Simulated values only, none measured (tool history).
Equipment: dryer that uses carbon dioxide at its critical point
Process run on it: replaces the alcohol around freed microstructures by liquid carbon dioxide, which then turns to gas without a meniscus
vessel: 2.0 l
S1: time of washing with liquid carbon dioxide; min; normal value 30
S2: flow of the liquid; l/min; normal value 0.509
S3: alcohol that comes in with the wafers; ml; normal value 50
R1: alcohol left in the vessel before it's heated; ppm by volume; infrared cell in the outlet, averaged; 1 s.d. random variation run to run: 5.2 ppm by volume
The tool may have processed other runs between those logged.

| run | hour | S1 | S2 | S3 | R1 |
|---|---|---|---|---|---|
| 1 | 0 | 30 | 0.509 | 50 | 108 |
| 2 | 12.2 | 30 | 0.509 | 50 | 103 |
| 3 | 23.1 | 30 | 0.509 | 75 | 166 |
| 4 | 32.8 | 30 | 0.509 | 75 | 169 |
| 5 | 45.9 | 30 | 0.509 | 75 | 173 |
| 6 | 56.2 | 30 | 0.509 | 75 | 177 |
| 7 | 66.6 | 30 | 0.509 | 75 | 181 |
| 8 | 80.8 | 30 | 0.509 | 75 | 179 |
| 9 | 96.1 | 30 | 0.509 | 75 | 190 |
| 10 | 105 | 30 | 0.509 | 75 | 193 |
| 11 | 114.1 | 30 | 0.509 | 75 | 187 |
| 12 | 125.9 | 31 | 0.371 | 25 | 225 |
| 13 | 142.5 | 30 | 0.36 | 50 | 571 |
| 14 | 150.2 | 34 | 0.36 | 50 | 347 |
| 15 | 164.3 | 34 | 0.36 | 50 | 355 |
| 16 | 176.9 | 34 | 0.673 | 43 | 17 |
| 17 | 185.7 | 26 | 0.71 | 42 | 53 |
| 18 | 193.6 | 29 | 0.536 | 40 | 104 |
| 19 | 207.3 | 28 | 0.509 | 50 | 202 |
| 20 | 220.9 | 34 | 0.441 | 40 | 138 |
| 21 | 230 | 34 | 0.441 | 40 | 146 |
| 22 | 244.8 | 43 | 0.758 | 50 | 31 |

Subtracting, for every run, the result it would have given without the tool's unlogged condition from the measured result gives the following. The same run-to-run variation enters both numbers; the gauge's scatter may not:
Hidden state present: flow that reaches the vessel past the clogged filter, %; alcohol in the recycled carbon dioxide, ppm; drift of the gauge itself on alcohol_ppm, %.
| run | R1 |
|---|---|
| 1 | +19 |
| 2 | +21 |
| 3 | +33 |
| 4 | +36 |
| 5 | +39 |
| 6 | +42 |
| 7 | +44 |
| 8 | +47 |
| 9 | +51 |
| 10 | +54 |
| 11 | +57 |
| 12 | +58 |
| 13 | +132 |
| 14 | +93 |
| 15 | +98 |
| 16 | +17 |
| 17 | +30 |
| 18 | +45 |
| 19 | +76 |
| 20 | +56 |
| 21 | +59 |
| 22 | +20 |

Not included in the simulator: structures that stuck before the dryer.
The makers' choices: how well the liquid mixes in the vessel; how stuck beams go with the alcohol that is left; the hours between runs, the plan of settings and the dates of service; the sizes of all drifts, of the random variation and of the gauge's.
